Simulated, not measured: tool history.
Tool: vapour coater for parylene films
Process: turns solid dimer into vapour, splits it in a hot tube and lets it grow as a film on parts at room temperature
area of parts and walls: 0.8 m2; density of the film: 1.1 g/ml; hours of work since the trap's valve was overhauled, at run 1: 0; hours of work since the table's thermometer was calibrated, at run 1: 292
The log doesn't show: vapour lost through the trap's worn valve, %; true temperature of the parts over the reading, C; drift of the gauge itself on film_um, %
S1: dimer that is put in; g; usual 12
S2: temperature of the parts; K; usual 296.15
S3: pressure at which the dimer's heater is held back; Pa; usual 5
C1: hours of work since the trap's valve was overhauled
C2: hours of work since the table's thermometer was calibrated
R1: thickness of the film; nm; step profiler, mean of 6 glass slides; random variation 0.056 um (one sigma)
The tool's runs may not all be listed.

| run | hour | S1 | S2 | S3 | C1 | C2 | R1 |
|---|---|---|---|---|---|---|---|
| 1 | 0 | 12 | 296.15 | 5 | 0 | 292 | 6520 |
| 2 | 66.9 | 12 | 296.15 | 5 | 34 | 326 | 6460 |
| 3 | 127.2 | 12 | 296.15 | 5 | 65 | 356 | 6430 |
| 4 | 171.1 | 12 | 296.15 | 5 | 87 | 379 | 6420 |
| 5 | 212.6 | 12 | 296.15 | 5 | 108 | 400 | 6510 |
| 6 | 242.3 | 12 | 296.15 | 5 | 123 | 415 | 6490 |
| 7 | 286.3 | 12 | 296.15 | 2.15 | 145 | 437 | 7460 |
| 8 | 353 | 12 | 296.15 | 3.8 | 179 | 471 | 6820 |
| 9 | 416.7 | 12 | 296.15 | 3.8 | 212 | 503 | 6710 |
| 10 | 483.5 | 12 | 296.15 | 3.8 | 246 | 537 | 6780 |
| 11 | 548 | 12 | 296.15 | 3.8 | 278 | 570 | 6770 |
| 12 | 587.6 | 12 | 296.15 | 5 | 299 | 590 | 6460 |
| 13 | 654.5 | 12 | 296.15 | 5 | 333 | 624 | 6460 |
| 14 | 683.2 | 12 | 296.15 | 5 | 347 | 639 | 6540 |
| 15 | 726.6 | 12 | 296.15 | 5 | 369 | 661 | 6380 |
| 16 | 792.7 | 12 | 296.15 | 5 | 403 | 694 | 6460 |
| 17 | 851.6 | 12 | 296.15 | 5 | 433 | 724 | 6460 |
| 18 | 885.5 | 6 | 296.15 | 5 | 450 | 742 | 3220 |
| 19 | 943.2 | 6 | 296.15 | 5 | 479 | 771 | 3260 |
| 20 | 992.2 | 6 | 296.15 | 5 | 504 | 796 | 3310 |
| 21 | 1033.4 | 12 | 296.15 | 5 | 525 | 817 | 6460 |
| 22 | 1087.4 | 9 | 292.15 | 2.19 | 552 | 844 | 6180 |
| 23 | 1146.4 | 12 | 296.15 | 3.87 | 582 | 874 | 6710 |
| 24 | 1191.7 | 12 | 303.15 | 5 | 605 | 897 | 5210 |
| 25 | 1226.4 | 13 | 298.15 | 10.69 | 623 | 915 | 5840 |
|  | 1232.9 | table's thermometer calibrated |
| 26 | 1291.1 | 12 | 296.15 | 5.41 | 655 | 30 | 6420 |
| 27 | 1325.6 | 13 | 292.15 | 3.97 | 673 | 47 | 8220 |
| 28 | 1372.4 | 13 | 292.15 | 3.97 | 697 | 71 | 8160 |
|  | 1381.6 | trap's valve overhauled |
| 29 | 1442.6 | 7 | 292.15 | 5 | 31 | 104 | 4290 |
| 30 | 1511.2 | 9 | 295.15 | 5 | 66 | 139 | 5020 |
| 31 | 1568.3 | 5 | 288.15 | 3.91 | 95 | 168 | 3610 |
| 32 | 1618.1 | 7 | 296.15 | 3.91 | 120 | 194 | 3920 |
| 33 | 1680.5 | 8 | 296.15 | 9.34 | 152 | 225 | 3850 |
| 34 | 1725 | 13 | 296.15 | 10.14 | 175 | 248 | 6280 |
| 35 | 1773.3 | 13 | 296.15 | 10.14 | 199 | 272 | 6240 |
| 36 | 1804 | 13 | 296.15 | 10.14 | 215 | 288 | 6320 |
| 37 | 1864.5 | 10 | 296.15 | 10.14 | 245 | 319 | 4730 |

Run 38 comes next. What will it give?
| 38 | 1897.1 | 10 | 296.15 | 10.14 | 262 | 335 | ? |

Run 38 gave R1 4810 nm.
Without the tool's hidden state the same run would have given R1 4820 nm.
